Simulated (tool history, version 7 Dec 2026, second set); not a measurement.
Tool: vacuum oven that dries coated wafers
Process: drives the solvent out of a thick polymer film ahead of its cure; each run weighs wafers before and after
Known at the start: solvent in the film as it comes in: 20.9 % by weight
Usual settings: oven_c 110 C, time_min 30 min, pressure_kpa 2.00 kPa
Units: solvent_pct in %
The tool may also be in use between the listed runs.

{"run": 1, "hour": 0.0, "oven_c": 110, "time_min": 30, "pressure_kpa": 2.0, "solvent_pct": 3.89}
{"run": 2, "hour": 7.7, "oven_c": 110, "time_min": 30, "pressure_kpa": 2.0, "solvent_pct": 3.96}
{"run": 3, "hour": 14.4, "oven_c": 110, "time_min": 30, "pressure_kpa": 2.0, "solvent_pct": 3.94}
{"run": 4, "hour": 23.3, "oven_c": 110, "time_min": 30, "pressure_kpa": 2.0, "solvent_pct": 3.84}
{"run": 5, "hour": 35.0, "oven_c": 110, "time_min": 30, "pressure_kpa": 2.0, "solvent_pct": 3.95}
{"run": 6, "hour": 48.4, "oven_c": 110, "time_min": 30, "pressure_kpa": 2.0, "solvent_pct": 3.9}
{"run": 7, "hour": 58.8, "oven_c": 110, "time_min": 30, "pressure_kpa": 2.0, "solvent_pct": 3.95}
{"run": 8, "hour": 71.4, "oven_c": 110, "time_min": 27, "pressure_kpa": 1.69, "solvent_pct": 3.93}
{"run": 9, "hour": 77.0, "oven_c": 103, "time_min": 16, "pressure_kpa": 2.0, "solvent_pct": 9.63}
{"run": 10, "hour": 86.8, "oven_c": 96, "time_min": 40, "pressure_kpa": 2.52, "solvent_pct": 9.01}

The next listed run, before its measurement:
{"run": 11, "hour": 97.5, "oven_c": 99, "time_min": 46, "pressure_kpa": 2.0, "solvent_pct": "?"}

solvent_pct: 6.21 %
Without the tool's hidden state the same run would have given solvent_pct 6.19 %.

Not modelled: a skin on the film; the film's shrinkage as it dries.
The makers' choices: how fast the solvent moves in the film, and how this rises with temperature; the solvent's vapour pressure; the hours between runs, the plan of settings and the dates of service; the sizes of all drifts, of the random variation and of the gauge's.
